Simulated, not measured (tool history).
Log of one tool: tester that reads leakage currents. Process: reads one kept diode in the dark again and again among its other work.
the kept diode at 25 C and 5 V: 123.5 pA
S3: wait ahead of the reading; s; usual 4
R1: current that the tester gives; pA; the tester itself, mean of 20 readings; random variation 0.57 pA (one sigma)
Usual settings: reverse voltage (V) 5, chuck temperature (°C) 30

{"run": 1, "hour": 0.0, "reverse voltage (V)": 5, "chuck temperature (°C)": 30, "S3": 4, "R1": 201.43}
{"run": 2, "hour": 36.8, "reverse voltage (V)": 5, "chuck temperature (°C)": 30, "S3": 4, "R1": 200.65}
{"run": 3, "hour": 87.7, "reverse voltage (V)": 5, "chuck temperature (°C)": 30, "S3": 4, "R1": 201.71}
{"run": 4, "hour": 125.2, "reverse voltage (V)": 8.92, "chuck temperature (°C)": 30, "S3": 4, "R1": 252.46}
{"run": 5, "hour": 190.0, "reverse voltage (V)": 8.92, "chuck temperature (°C)": 30, "S3": 4, "R1": 253.2}
{"run": 6, "hour": 261.2, "reverse voltage (V)": 5, "chuck temperature (°C)": 30, "S3": 1.1, "R1": 203.89}
{"run": 7, "hour": 298.6, "reverse voltage (V)": 5, "chuck temperature (°C)": 30, "S3": 1.1, "R1": 202.7}
{"run": 8, "hour": 334.1, "reverse voltage (V)": 5, "chuck temperature (°C)": 30, "S3": 1.1, "R1": 203.97}
{"run": 9, "hour": 408.3, "reverse voltage (V)": 5, "chuck temperature (°C)": 30, "S3": 1.1, "R1": 204.1}
{"run": 10, "hour": 445.4, "reverse voltage (V)": 5, "chuck temperature (°C)": 30, "S3": 1.1, "R1": 203.74}
{"run": 11, "hour": 498.2, "reverse voltage (V)": 5, "chuck temperature (°C)": 30, "S3": 4, "R1": 203.87}
{"run": 12, "hour": 559.7, "reverse voltage (V)": 7.71, "chuck temperature (°C)": 30, "S3": 4, "R1": 243.1}
{"run": 13, "hour": 631.5, "reverse voltage (V)": 7.71, "chuck temperature (°C)": 30, "S3": 4, "R1": 242.3}
{"run": 14, "hour": 695.0, "reverse voltage (V)": 4.83, "chuck temperature (°C)": 52, "S3": 1.03, "R1": 1086.79}
{"run": 15, "hour": 732.6, "reverse voltage (V)": 4.83, "chuck temperature (°C)": 52, "S3": 1.03, "R1": 1084.53}
{"run": 16, "hour": 767.7, "reverse voltage (V)": 4.83, "chuck temperature (°C)": 38, "S3": 5.66, "R1": 381.06}
{"run": 17, "hour": 820.5, "reverse voltage (V)": 1.24, "chuck temperature (°C)": 20, "S3": 4, "R1": 51.47}
{"run": 18, "hour": 858.3, "reverse voltage (V)": 1.24, "chuck temperature (°C)": 20, "S3": 4, "R1": 51.54}
{"run": 19, "hour": 917.3, "reverse voltage (V)": 1.24, "chuck temperature (°C)": 20, "S3": 4, "R1": 51.62}
{"run": 20, "hour": 952.4, "reverse voltage (V)": 1.23, "chuck temperature (°C)": 30, "S3": 4, "R1": 119.96}
{"run": 21, "hour": 1012.3, "reverse voltage (V)": 11.29, "chuck temperature (°C)": 46, "S3": 2.79, "R1": 986.14}
{"run": 22, "hour": 1078.3, "reverse voltage (V)": 11.29, "chuck temperature (°C)": 46, "S3": 2.79, "R1": 926.06}
{"run": 23, "hour": 1121.3, "reverse voltage (V)": 11.29, "chuck temperature (°C)": 46, "S3": 2.79, "R1": 935.87}
{"run": 24, "hour": 1195.8, "reverse voltage (V)": 17.26, "chuck temperature (°C)": 46, "S3": 6.74, "R1": 1094.8}
{"run": 25, "hour": 1236.3, "reverse voltage (V)": 15.58, "chuck temperature (°C)": 27, "S3": 0.81, "R1": 246.45}
{"run": 26, "hour": 1269.2, "reverse voltage (V)": 1.06, "chuck temperature (°C)": 27, "S3": 8.08, "R1": 83.11}

Not shown: 2 entries that the log had between the listed runs. Between which runs, and how does the tool's hidden state differ before and after?
Between runs 16 and 17: chuck's temperature calibrated (hour 802.7)
  stray current of the dirty probe card, pA a volt: 0.744 -> 0.757; current scale over the true one, %: 0.87 -> 0.89; true chuck temperature over the reading, C: 0.65 -> 0.74
  measured less the result without the state, R1: +25.54 -> +4.54 pA
Between runs 21 and 22: chuck's temperature calibrated, once more (hour 1058.3)
  stray current of the dirty probe card, pA a volt: 0.804 -> 0.82; current scale over the true one, %: 0.97 -> 1; true chuck temperature over the reading, C: 0.78 -> -0.05
  measured less the result without the state, R1: +72.98 -> +14.68 pA
